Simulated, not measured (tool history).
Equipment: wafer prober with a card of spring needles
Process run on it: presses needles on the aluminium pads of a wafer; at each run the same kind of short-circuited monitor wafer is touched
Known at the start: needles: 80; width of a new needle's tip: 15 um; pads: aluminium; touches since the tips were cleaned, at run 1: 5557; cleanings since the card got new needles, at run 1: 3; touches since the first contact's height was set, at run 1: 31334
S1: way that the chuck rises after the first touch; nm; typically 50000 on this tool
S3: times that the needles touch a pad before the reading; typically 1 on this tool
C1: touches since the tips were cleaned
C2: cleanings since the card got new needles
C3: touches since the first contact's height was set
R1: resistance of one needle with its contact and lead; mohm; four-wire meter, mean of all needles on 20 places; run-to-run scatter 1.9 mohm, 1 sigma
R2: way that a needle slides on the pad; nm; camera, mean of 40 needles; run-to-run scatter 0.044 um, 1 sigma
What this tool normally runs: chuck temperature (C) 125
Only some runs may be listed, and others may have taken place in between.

run 1 hour=0.0 | S1=50000 chuck_temperature_(C)=125 S3=1 | C1=5557 C2=3 C3=31334 | R1=203 R2=12730
run 2 hour=12.4 | S1=50000 chuck_temperature_(C)=125 S3=1 | C1=7751 C2=3 C3=33528 | R1=205 R2=12730
-- hour=14.2 tips cleaned on abrasive film
run 3 hour=22.7 | S1=50000 chuck_temperature_(C)=125 S3=1 | C1=1505 C2=4 C3=35324 | R1=208 R2=12750
run 4 hour=37.6 | S1=50000 chuck_temperature_(C)=125 S3=1 | C1=4149 C2=4 C3=37968 | R1=206 R2=12790
run 5 hour=49.5 | S1=50000 chuck_temperature_(C)=125 S3=1 | C1=6244 C2=4 C3=40063 | R1=203 R2=12770
-- hour=59.3 tips cleaned on abrasive film
run 6 hour=59.3 | S1=50000 chuck_temperature_(C)=125 S3=1 | C1=0 C2=5 C3=41793 | R1=204 R2=12680
run 7 hour=73.0 | S1=50000 chuck_temperature_(C)=28 S3=1 | C1=2419 C2=5 C3=44212 | R1=181 R2=12780
run 8 hour=87.1 | S1=50000 chuck_temperature_(C)=28 S3=1 | C1=4906 C2=5 C3=46699 | R1=184 R2=12730
run 9 hour=97.7 | S1=50000 chuck_temperature_(C)=28 S3=2 | C1=6791 C2=5 C3=48584 | R1=183 R2=12770
-- hour=104.3 tips cleaned on abrasive film
run 10 hour=113.3 | S1=50000 chuck_temperature_(C)=28 S3=2 | C1=1584 C2=6 C3=51318 | R1=181 R2=12690
run 11 hour=128.2 | S1=54000 chuck_temperature_(C)=125 S3=1 | C1=4222 C2=6 C3=53956 | R1=201 R2=13760
run 12 hour=142.9 | S1=32000 chuck_temperature_(C)=91 S3=2 | C1=6823 C2=6 C3=56557 | R1=206 R2=8140
-- hour=149.4 tips cleaned on abrasive film
run 13 hour=160.0 | S1=31000 chuck_temperature_(C)=33 S3=2 | C1=1873 C2=7 C3=59555 | R1=192 R2=7870
run 14 hour=170.0 | S1=49000 chuck_temperature_(C)=36 S3=1 | C1=3644 C2=7 C3=61326 | R1=189 R2=12530
run 15 hour=184.9 | S1=50000 chuck_temperature_(C)=29 S3=1 | C1=6279 C2=7 C3=63961 | R1=181 R2=12660
-- hour=194.2 tips cleaned on abrasive film
run 16 hour=200.7 | S1=61000 chuck_temperature_(C)=65 S3=1 | C1=1154 C2=8 C3=66739 | R1=189 R2=15440
run 17 hour=216.5 | S1=61000 chuck_temperature_(C)=65 S3=1 | C1=3953 C2=8 C3=69538 | R1=185 R2=15370
run 18 hour=232.6 | S1=61000 chuck_temperature_(C)=65 S3=1 | C1=6791 C2=8 C3=72376 | R1=188 R2=15570
-- hour=240.3 tips cleaned on abrasive film
run 19 hour=242.4 | S1=61000 chuck_temperature_(C)=65 S3=1 | C1=372 C2=9 C3=74092 | R1=193 R2=15460
run 20 hour=249.9 | S1=61000 chuck_temperature_(C)=65 S3=1 | C1=1701 C2=9 C3=75421 | R1=189 R2=15620
run 21 hour=263.0 | S1=55000 chuck_temperature_(C)=119 S3=2 | C1=4024 C2=9 C3=77744 | R1=202 R2=14050

Branching from run 21: 5 alternative next runs. What would each branch give?
run A hour=279.1 | S1=66000 chuck_temperature_(C)=125 S3=1 | C1=6873 C2=9 C3=80593 | R1=? R2=?
run B hour=279.1 | S1=50000 chuck_temperature_(C)=41 S3=1 | C1=6873 C2=9 C3=80593 | R1=? R2=?
run C hour=279.1 | S1=38000 chuck_temperature_(C)=119 S3=2 | C1=6873 C2=9 C3=80593 | R1=? R2=?
run D hour=279.1 | S1=33000 chuck_temperature_(C)=114 S3=1 | C1=6873 C2=9 C3=80593 | R1=? R2=?
run E hour=279.1 | S1=50000 chuck_temperature_(C)=67 S3=1 | C1=6873 C2=9 C3=80593 | R1=? R2=?

run=A R1=198 R2=16770
run=B R1=189 R2=12720
run=C R1=207 R2=9690
run=D R1=209 R2=8390
run=E R1=191 R2=12760
Without the tool's hidden state the same runs would have given:
run=A R1=198 R2=16770
run=B R1=189 R2=12720
run=C R1=206 R2=9690
run=D R1=208 R2=8390
run=E R1=191 R2=12760

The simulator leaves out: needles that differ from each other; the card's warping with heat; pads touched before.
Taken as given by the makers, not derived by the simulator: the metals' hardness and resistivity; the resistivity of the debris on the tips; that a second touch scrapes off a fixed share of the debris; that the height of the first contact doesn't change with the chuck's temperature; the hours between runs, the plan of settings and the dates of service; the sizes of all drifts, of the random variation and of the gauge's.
